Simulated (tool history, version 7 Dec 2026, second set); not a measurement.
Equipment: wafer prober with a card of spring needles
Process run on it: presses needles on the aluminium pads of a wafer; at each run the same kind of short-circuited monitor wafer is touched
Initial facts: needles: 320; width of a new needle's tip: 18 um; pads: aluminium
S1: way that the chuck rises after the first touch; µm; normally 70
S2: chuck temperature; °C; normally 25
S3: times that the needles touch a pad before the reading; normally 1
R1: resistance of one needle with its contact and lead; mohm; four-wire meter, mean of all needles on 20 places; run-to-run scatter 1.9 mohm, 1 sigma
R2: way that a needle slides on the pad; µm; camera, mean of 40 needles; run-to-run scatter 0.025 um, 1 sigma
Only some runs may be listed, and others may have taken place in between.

run	day	S1	S2	S3	R1	R2
1	0.000	70	25	1	260	15.46
# day 0.075: tips cleaned on abrasive film
# day 0.367: tips cleaned on abrasive film
# day 0.662: tips cleaned on abrasive film
# day 1.025: tips cleaned on abrasive film
# day 1.317: tips cleaned on abrasive film
2	1.512	70	25	1	262	15.27
# day 1.658: tips cleaned on abrasive film
# day 1.954: tips cleaned on abrasive film
# day 2.317: tips cleaned on abrasive film
# day 2.683: tips cleaned on abrasive film
3	2.738	70	25	2	220	15.20
# day 3.029: tips cleaned on abrasive film
# day 3.321: tips cleaned on abrasive film
# day 3.688: tips cleaned on abrasive film
4	3.750	70	99	1	244	15.19
# day 4.042: tips cleaned on abrasive film
# day 4.333: tips cleaned on abrasive film
# day 4.700: tips cleaned on abrasive film
# day 4.992: tips cleaned on abrasive film
# day 5.358: tips cleaned on abrasive film
5	5.396	70	99	1	237	15.08
# day 5.688: tips cleaned on abrasive film
# day 5.979: tips cleaned on abrasive film
# day 6.271: tips cleaned on abrasive film
6	6.454	70	99	1	273	15.01
# day 6.604: tips cleaned on abrasive film
# day 6.896: tips cleaned on abrasive film
# day 6.971: tips cleaned on abrasive film, once more
# day 7.262: tips cleaned on abrasive film
# day 7.275: height of the first contact set anew
# day 7.642: tips cleaned on abrasive film
# day 7.933: tips cleaned on abrasive film
7	7.996	70	99	1	240	15.52
# day 8.288: tips cleaned on abrasive film
# day 8.579: tips cleaned on abrasive film
8	8.725	70	99	1	263	15.57
# day 8.946: tips cleaned on abrasive film
# day 9.308: tips cleaned on abrasive film
# day 9.617: tips cleaned on abrasive film
9	9.617	70	99	1	228	15.44
# day 9.979: tips cleaned on abrasive film
# day 10.271: tips cleaned on abrasive film
# day 10.638: tips cleaned on abrasive film
# day 10.979: tips cleaned on abrasive film
10	10.979	70	25	1	215	15.34
# day 11.346: tips cleaned on abrasive film
# day 11.708: tips cleaned on abrasive film
# day 12.000: tips cleaned on abrasive film
# day 12.296: tips cleaned on abrasive film
11	12.562	70	25	1	270	15.28
# day 12.642: tips cleaned on abrasive film
# day 12.933: tips cleaned on abrasive film
# day 13.296: tips cleaned on abrasive film
# day 13.592: tips cleaned on abrasive film
# day 13.954: tips cleaned on abrasive film
12	14.125	70	25	1	256	15.21
# day 14.275: tips cleaned on abrasive film
# day 14.567: tips cleaned on abrasive film
# day 14.858: tips cleaned on abrasive film
# day 15.221: tips cleaned on abrasive film
# day 15.517: tips cleaned on abrasive film
13	15.704	70	25	1	255	15.14
# day 15.854: tips cleaned on abrasive film
# day 16.217: tips cleaned on abrasive film
# day 16.583: tips cleaned on abrasive film
# day 16.812: height of the first contact set anew
# day 16.888: tips cleaned on abrasive film
# day 17.250: tips cleaned on abrasive film
14	17.304	67	26	2	221	14.89
# day 17.600: tips cleaned on abrasive film
# day 17.962: tips cleaned on abrasive film
15	18.100	67	26	2	240	14.89
# day 18.317: tips cleaned on abrasive film
# day 18.683: tips cleaned on abrasive film
# day 19.046: tips cleaned on abrasive film
# day 19.342: tips cleaned on abrasive film
16	19.354	67	59	2	226	14.78
# day 19.646: tips cleaned on abrasive film
# day 19.938: tips cleaned on abrasive film
17	20.096	57	65	3	243	12.52
# day 20.242: tips cleaned on abrasive film
# day 20.538: tips cleaned on abrasive film
# day 20.829: tips cleaned on abrasive film
18	21.083	57	65	3	255	12.46
# day 21.158: tips cleaned on abrasive film
# day 21.450: tips cleaned on abrasive film
# day 21.746: tips cleaned on abrasive film
# day 22.108: tips cleaned on abrasive film
19	22.321	57	58	3	252	12.37
# day 22.471: tips cleaned on abrasive film
# day 22.833: tips cleaned on abrasive film
# day 23.125: tips cleaned on abrasive film
# day 23.492: tips cleaned on abrasive film
# day 23.783: tips cleaned on abrasive film
20	24.008	57	58	3	254	12.25
# day 24.083: tips cleaned on abrasive film
# day 24.379: tips cleaned on abrasive film
# day 24.742: tips cleaned on abrasive film
# day 25.033: tips cleaned on abrasive film
21	25.058	57	58	3	233	12.15
# day 25.350: tips cleaned on abrasive film
# day 25.646: tips cleaned on abrasive film
# day 25.938: tips cleaned on abrasive film
22	26.046	57	58	3	242	12.13
# day 26.267: tips cleaned on abrasive film
# day 26.350: height of the first contact set anew
# day 26.571: tips cleaned on abrasive film
# day 26.938: tips cleaned on abrasive film
# day 27.229: tips cleaned on abrasive film
23	27.392	84	32	2	230	18.63
# day 27.542: tips cleaned on abrasive film
# day 27.833: tips cleaned on abrasive film
# day 28.196: tips cleaned on abrasive film
# day 28.492: tips cleaned on abrasive film
# day 28.854: tips cleaned on abrasive film
24	28.996	53	97	1	292	11.67
# day 29.212: tips cleaned on abrasive film
# day 29.508: tips cleaned on abrasive film
# day 29.800: tips cleaned on abrasive film
# day 30.162: tips cleaned on abrasive film
# day 30.458: tips cleaned on abrasive film
25	30.458	70	25	1	215	15.37

Pick out some run-to-run changes in R1. Of each, how much would a tool without hidden state show as well, from the settings, what came in and chance, and how much is left for the hidden state and any gauge scatter not in both results compared?
The tool's hidden condition here consists of: debris on the tips, nm; way that the needles fall short of the set height, um; tips' diameter, um; drift of the gauge itself on contact_mohm, %; drift of the gauge itself on scrub_um, %.
Run 10 -> 11: tips cleaned on abrasive film, tips cleaned on abrasive film, tips cleaned on abrasive film, tips cleaned on abrasive film. R1 +55 mohm: hidden state +53, all else +2.
Run 23 -> 24: S1 84 -> 53, S2 32 -> 97, S3 2 -> 1, tips cleaned on abrasive film, tips cleaned on abrasive film, tips cleaned on abrasive film, tips cleaned on abrasive film, tips cleaned on abrasive film. R1 +62 mohm: hidden state +41, all else +21.
Run 24 -> 25: S1 53 -> 70, S2 97 -> 25, tips cleaned on abrasive film, tips cleaned on abrasive film, tips cleaned on abrasive film, tips cleaned on abrasive film, tips cleaned on abrasive film. R1 -77 mohm: hidden state -58, all else -19.

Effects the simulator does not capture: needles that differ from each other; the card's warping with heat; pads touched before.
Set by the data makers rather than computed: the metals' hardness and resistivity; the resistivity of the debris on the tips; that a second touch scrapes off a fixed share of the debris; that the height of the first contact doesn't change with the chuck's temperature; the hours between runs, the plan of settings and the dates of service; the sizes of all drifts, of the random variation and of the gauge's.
